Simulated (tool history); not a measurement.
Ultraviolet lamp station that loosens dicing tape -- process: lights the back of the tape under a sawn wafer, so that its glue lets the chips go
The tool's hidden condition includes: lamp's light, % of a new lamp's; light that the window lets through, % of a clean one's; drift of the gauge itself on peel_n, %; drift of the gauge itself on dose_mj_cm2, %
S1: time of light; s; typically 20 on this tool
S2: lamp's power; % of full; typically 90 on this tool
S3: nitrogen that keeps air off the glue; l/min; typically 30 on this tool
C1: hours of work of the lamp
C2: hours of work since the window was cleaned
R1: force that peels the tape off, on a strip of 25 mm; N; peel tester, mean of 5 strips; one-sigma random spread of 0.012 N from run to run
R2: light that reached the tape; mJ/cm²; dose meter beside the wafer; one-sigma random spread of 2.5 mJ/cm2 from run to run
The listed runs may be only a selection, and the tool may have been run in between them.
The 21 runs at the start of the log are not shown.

| run | hour | S1 | S2 | S3 | C1 | C2 | R1 | R2 |
|---|---|---|---|---|---|---|---|---|
| 22 | 176.3 | 21 | 75 | 23 | 185 | 152 | 1.017 | 232 |
| 23 | 187.1 | 21 | 100 | 23 | 192 | 159 | 0.591 | 318 |
| 24 | 194.9 | 37 | 98 | 31 | 197 | 164 | 0.224 | 543 |
| 25 | 206.4 | 20 | 73 | 26 | 204 | 171 | 1.066 | 219 |
| 26 | 213.9 | 20 | 73 | 26 | 209 | 176 | 1.095 | 218 |
| 27 | 219.4 | 20 | 90 | 55 | 212 | 180 | 0.533 | 269 |
| 28 | 228.8 | 19 | 90 | 55 | 218 | 186 | 0.591 | 251 |
| 29 | 238.3 | 19 | 90 | 55 | 224 | 192 | 0.615 | 250 |
| 30 | 250.5 | 11 | 72 | 14 | 232 | 199 | 2.923 | 118 |
|  | 255.3 | window cleaned of glue's vapour |
| 31 | 262.4 | 34 | 72 | 32 | 239 | 4 | 0.335 | 385 |
| 32 | 272.7 | 20 | 93 | 11 | 246 | 11 | 1.086 | 291 |
| 33 | 280.4 | 24 | 68 | 27 | 251 | 16 | 0.815 | 258 |
| 34 | 289.9 | 24 | 68 | 27 | 257 | 22 | 0.795 | 256 |
| 35 | 299.9 | 24 | 68 | 27 | 263 | 29 | 0.822 | 252 |
| 36 | 308.3 | 27 | 90 | 45 | 269 | 34 | 0.311 | 374 |
| 37 | 320.3 | 20 | 90 | 10 | 276 | 42 | 1.232 | 286 |

3 options for the next run, each taken on its own from the tool as it stands now. Forecast them:
| A | 328.2 | 37 | 60 | 10 | 281 | 47 | ? | ? |
| B | 328.2 | 35 | 95 | 30 | 281 | 47 | ? | ? |
| C | 328.2 | 20 | 92 | 10 | 281 | 47 | ? | ? |

| run | R1 | R2 |
|---|---|---|
| A | 0.862 | 343 |
| B | 0.232 | 518 |
| C | 1.164 | 282 |
With the hidden condition removed and each run's random variation left untouched, the same runs would have given:
| run | R1 | R2 |
|---|---|---|
| A | 0.745 | 371 |
| B | 0.214 | 561 |
| C | 1.022 | 306 |
